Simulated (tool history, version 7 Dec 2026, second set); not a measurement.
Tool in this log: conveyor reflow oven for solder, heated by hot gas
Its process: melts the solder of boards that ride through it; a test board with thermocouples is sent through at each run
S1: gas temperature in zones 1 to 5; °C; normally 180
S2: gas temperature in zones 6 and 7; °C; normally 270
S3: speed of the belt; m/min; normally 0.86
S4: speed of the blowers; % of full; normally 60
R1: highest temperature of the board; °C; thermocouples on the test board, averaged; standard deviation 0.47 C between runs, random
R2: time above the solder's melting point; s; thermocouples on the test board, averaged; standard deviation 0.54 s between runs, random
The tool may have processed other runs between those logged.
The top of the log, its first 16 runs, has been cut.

run   hour   S1   S2     S3  S4     R1    R2
 17  309.5  183  281   0.86  60    253  38.2
 18  328.7  183  281  0.791  50  253.1  39.4
 19  349.6  189  281  0.854  87  261.5  43.4
 20  367.6  195  282  0.941  60  252.9  36.7
 21  391.5  180  270  0.877  60  242.9  29.5
 22  410.7  180  280  0.825  60  252.2  39.1
 23  422.5  167  280  0.966  60  240.5  22.3
 24  439.9  167  280  0.966  60    240  22.1
 25  460.4  167  277  0.966  76  243.8  25.4
 26  472.3  165  277  0.966  76  242.9  24.2
 27  498.6  180  270  0.887  60  239.8  27.7
       514  -- flux residue cleaned out of gas plates and filters
 28  522.5  180  270  0.887  60  246.4  31.9
 29  545.1  184  270  0.798  60  251.5  40.8
 30  565.8  189  270  0.925  87  254.4  38.3

Branching from run 30: 4 alternative next runs. What would each branch give?
  A  584.7  189  262  0.925  87   ?   ?
  B  584.7  180  268   0.86  60   ?   ?
  C  584.7  189  269  0.925  87   ?   ?
  D  584.7  180  270  0.919  79   ?   ?

run     R1    R2
  A  248.2  35.8
  B  245.5  33.2
  C  253.4  38.1
  D  250.5    34
What these runs would have given with no unlogged condition in the tool:
run     R1    R2
  A  247.6  35.6
  B    245    33
  C  252.9    38
  D  250.1  33.9
